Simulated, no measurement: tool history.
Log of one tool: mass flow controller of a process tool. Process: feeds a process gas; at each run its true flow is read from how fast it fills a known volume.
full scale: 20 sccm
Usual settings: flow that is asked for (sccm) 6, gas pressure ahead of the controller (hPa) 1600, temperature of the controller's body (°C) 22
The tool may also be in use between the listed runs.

run	day	flow that is asked for (sccm)	gas pressure ahead of the controller (hPa)	temperature of the controller's body (°C)	true flow (%)
1	0.000	6	1600	22	98.76
2	4.025	6	1600	26	98.91
3	7.758	6	1600	26	98.94
4	10.912	8	1600	22	99.07
5	15.725	6	1600	23	98.60
6	18.012	6	1600	23	98.69
7	20.346	6	1600	23	98.64
8	23.075	6	2110	22	98.50
9	25.142	6	2110	22	98.37
10	29.962	6	2110	22	98.52
11	32.229	6	2110	22	98.44
12	35.338	6	1600	33	99.53
# day 35.767: controller's zero set anew
13	39.238	6	1600	22	97.74
14	42.158	7	1600	22	97.89
15	45.375	7	1600	22	98.10
# day 46.838: controller's zero set anew, once more
16	48.650	9	1600	22	99.99
17	53.596	9	1600	21	99.91
18	58.129	9	2470	31	100.84
19	60.246	6	2770	32	100.64
20	63.238	6	2770	32	100.81
21	65.729	5	1780	22	99.76
22	69.575	19	1600	22	100.47
23	72.400	3	1600	39	101.00
24	75.325	4	1840	28	100.12
25	79.154	6	2380	21	99.57
26	82.988	13	2380	26	100.53
27	85.179	11	2380	26	100.37
28	87.221	14	1600	38	101.96
29	92.017	6	1960	38	101.28
30	96.683	4	1760	35	100.65
31	100.312	6	1860	33	100.81
32	105.396	6	1860	33	100.69

4 ways to go on from here, each from the tool as it stands after run 32. What would each give?
A	109.638	9	1980	36	?
B	109.638	4	1620	37	?
C	109.638	6	2690	24	?
D	109.638	8	2000	22	?

run	true flow (%)
A	101.43
B	100.61
C	99.78
D	99.82
Without the tool's hidden state the same runs would have given:
run	true flow (%)
A	101.00
B	100.81
C	99.60
D	99.45
